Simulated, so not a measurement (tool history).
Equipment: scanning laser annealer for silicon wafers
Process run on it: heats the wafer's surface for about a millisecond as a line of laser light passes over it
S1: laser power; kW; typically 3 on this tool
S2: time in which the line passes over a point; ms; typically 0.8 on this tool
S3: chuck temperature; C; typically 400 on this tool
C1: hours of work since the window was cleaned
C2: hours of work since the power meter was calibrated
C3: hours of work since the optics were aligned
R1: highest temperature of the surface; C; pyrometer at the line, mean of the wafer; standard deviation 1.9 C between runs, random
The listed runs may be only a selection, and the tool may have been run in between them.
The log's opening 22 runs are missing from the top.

run	day	S1	S2	S3	C1	C2	C3	R1
23	16.821	3	0.666	406	727	793	121	1058
24	17.529	3	0.666	406	738	803	131	1053
25	18.55	3	0.666	406	753	818	146	1055
26	19.379	2.94	0.666	380	765	830	158	1014
27	20.079	3.149	0.961	400	775	841	168	1246
28	20.788	2.67	0.754	411	785	851	179	1031
29	21.638	3.031	0.868	411	798	863	191	1172
30	22.425	3	0.588	419	809	875	202	1013
31	23.175	3.257	0.947	365	820	886	213	1230
# day 23.762: window over the wafer cleaned
32	24.042	3	0.596	390	4	897	225	1022
33	24.475	3	0.891	400	10	904	231	1202
34	24.933	3	0.891	400	17	910	238	1203
35	25.892	3	0.891	400	31	924	252	1200
36	26.95	3	0.891	400	47	940	267	1201
37	27.733	3	0.891	400	58	951	279	1198
38	28.683	3	0.891	400	72	965	293	1203
39	29.267	2.706	0.8	400	80	974	301	1075
40	29.904	2.582	0.57	400	90	983	310	927
41	30.675	2.582	0.57	366	101	994	322	895

Each row is a separate what-if for the run after 41, all from the same tool condition, not one after another. Results?
A	31.438	2.674	0.57	366	112	1005	333	?
B	31.438	3	0.8	389	112	1005	333	?
C	31.438	2.885	0.843	413	112	1005	333	?

run	R1
A	911
B	1139
C	1156
Without the tool's hidden state the same runs would have given:
run	R1
A	912
B	1141
C	1159
